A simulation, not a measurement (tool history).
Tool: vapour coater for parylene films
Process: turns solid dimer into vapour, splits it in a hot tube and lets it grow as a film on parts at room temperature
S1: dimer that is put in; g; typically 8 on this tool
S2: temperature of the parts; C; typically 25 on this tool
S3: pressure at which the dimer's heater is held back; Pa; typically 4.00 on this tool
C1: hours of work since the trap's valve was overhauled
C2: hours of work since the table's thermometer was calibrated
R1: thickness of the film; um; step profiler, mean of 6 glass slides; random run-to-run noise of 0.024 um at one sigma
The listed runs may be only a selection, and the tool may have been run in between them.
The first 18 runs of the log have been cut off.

| run | hour | S1 | S2 | S3 | C1 | C2 | R1 |
|---|---|---|---|---|---|---|---|
| 19 | 764.8 | 8 | 25 | 4.00 | 195 | 563 | 1.56 |
| 20 | 812.7 | 14 | 33 | 9.95 | 216 | 584 | 1.65 |
| 21 | 842.9 | 14 | 29 | 4.00 | 228 | 597 | 2.31 |
| 22 | 870.9 | 14 | 29 | 4.00 | 240 | 609 | 2.25 |
| 23 | 934.7 | 14 | 29 | 4.00 | 267 | 636 | 2.28 |
| 24 | 966.8 | 8 | 25 | 3.30 | 281 | 649 | 1.54 |
| 25 | 1027.6 | 8 | 25 | 3.30 | 307 | 675 | 1.59 |
| 26 | 1068.5 | 3 | 24 | 2.66 | 324 | 692 | 0.64 |
| 27 | 1125.8 | 6 | 25 | 7.73 | 348 | 717 | 0.99 |
| 28 | 1176.9 | 6 | 20 | 10.52 | 370 | 738 | 1.14 |
|  | 1200.0 | trap's valve overhauled |
| 29 | 1212.1 | 6 | 20 | 10.52 | 5 | 752 | 1.23 |
| 30 | 1247.3 | 8 | 25 | 4.00 | 20 | 767 | 1.60 |
| 31 | 1282.9 | 8 | 18 | 8.50 | 35 | 782 | 1.89 |
| 32 | 1318.0 | 13 | 25 | 4.00 | 50 | 797 | 2.55 |
| 33 | 1380.0 | 4 | 25 | 9.76 | 76 | 823 | 0.69 |

Run 34 comes next. What will it give?
| 34 | 1444.1 | 6 | 29 | 4.73 | 104 | 850 | ? |

{"run 34": {"R1": 0.95}}
Were there no unlogged condition in the tool, this run, its random variation unchanged, would have produced R1 1.01 um.

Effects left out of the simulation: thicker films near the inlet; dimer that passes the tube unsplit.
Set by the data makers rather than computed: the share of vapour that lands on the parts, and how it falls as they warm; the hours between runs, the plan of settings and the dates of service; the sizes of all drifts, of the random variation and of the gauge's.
